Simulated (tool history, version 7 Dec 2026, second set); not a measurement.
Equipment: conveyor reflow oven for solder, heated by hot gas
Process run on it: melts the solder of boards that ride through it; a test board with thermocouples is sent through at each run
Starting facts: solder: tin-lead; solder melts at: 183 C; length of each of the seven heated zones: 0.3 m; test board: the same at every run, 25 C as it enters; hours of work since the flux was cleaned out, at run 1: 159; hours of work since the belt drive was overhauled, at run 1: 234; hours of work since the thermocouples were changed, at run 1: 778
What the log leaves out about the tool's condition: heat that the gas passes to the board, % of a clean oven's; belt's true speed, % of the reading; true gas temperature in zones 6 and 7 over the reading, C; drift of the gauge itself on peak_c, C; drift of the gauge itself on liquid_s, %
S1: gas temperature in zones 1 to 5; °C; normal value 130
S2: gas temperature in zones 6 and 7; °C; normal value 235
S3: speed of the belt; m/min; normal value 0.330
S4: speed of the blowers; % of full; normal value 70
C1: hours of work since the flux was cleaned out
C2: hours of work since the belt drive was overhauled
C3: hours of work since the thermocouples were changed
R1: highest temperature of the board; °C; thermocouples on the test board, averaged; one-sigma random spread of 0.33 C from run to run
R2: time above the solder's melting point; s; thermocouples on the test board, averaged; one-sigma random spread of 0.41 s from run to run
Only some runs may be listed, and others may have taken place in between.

run,hour,S1,S2,S3,S4,C1,C2,C3,R1,R2
1,0.0,130,235,0.330,70,159,234,778,217.7,80.8
2,11.3,130,235,0.330,70,166,241,785,217.8,79.4
3,29.9,130,235,0.343,70,177,253,797,216.4,74.5
4,38.2,130,235,0.330,70,183,259,802,217.2,79.8
5,55.8,130,235,0.293,70,194,270,813,220.5,94.3
6,74.9,130,235,0.293,70,206,282,825,220.8,94.6
7,86.4,130,235,0.384,70,213,289,833,211.5,61.3
8,98.6,130,235,0.330,70,221,297,840,217.4,79.1
9,106.4,130,235,0.330,70,226,302,845,217.0,79.1
10,117.9,130,235,0.330,70,233,309,853,216.9,79.2
11,128.5,130,235,0.330,70,240,316,859,216.9,78.4
12,146.7,130,235,0.330,70,251,327,871,216.6,79.4
13,163.0,130,225,0.330,70,262,338,881,207.5,66.9
14,175.3,130,235,0.330,70,269,345,889,217.0,79.4
15,189.8,130,248,0.330,70,279,354,898,228.7,90.2
16,207.5,144,238,0.330,70,290,366,909,221.3,91.1
# hour 214.2: flux residue cleaned out of gas plates and filters
17,223.5,144,238,0.330,70,6,373,916,221.1,89.8
18,240.3,128,228,0.266,67,17,383,927,215.1,96.7
19,254.7,128,228,0.266,67,26,392,936,214.8,97.5
20,267.8,128,228,0.266,67,34,401,944,214.8,96.2
# hour 272.3: thermocouples of zones 6 and 7 changed
21,281.4,128,228,0.266,67,41,408,6,217.4,100.1
# hour 290.1: flux residue cleaned out of gas plates and filters, once more
22,298.2,128,228,0.266,67,5,415,13,219.7,103.6
23,312.5,116,228,0.266,67,14,425,22,218.9,96.5
24,324.6,130,235,0.330,60,22,432,30,219.8,81.8
25,339.0,130,235,0.330,60,31,441,39,219.8,81.7
26,356.4,144,246,0.330,79,42,452,50,234.4,101.2
27,370.5,144,246,0.330,79,51,461,59,234.3,100.9
28,381.2,116,235,0.330,74,58,468,66,219.4,77.1
29,391.6,116,235,0.330,74,64,475,72,219.0,76.9
30,407.0,137,235,0.330,70,74,484,82,221.3,87.5

Forecast each of these 3 alternatives for the next run:
A,423.7,129,233,0.330,50,85,495,93,?,?
B,423.7,137,237,0.330,70,85,495,93,?,?
C,423.7,127,235,0.326,52,85,495,93,?,?

run,R1,R2
A,214.3,75.5
B,223.8,89.3
C,217.2,78.0
What these runs would have given with no unlogged condition in the tool:
run,R1,R2
A,214.2,74.6
B,223.8,88.4
C,217.1,77.1
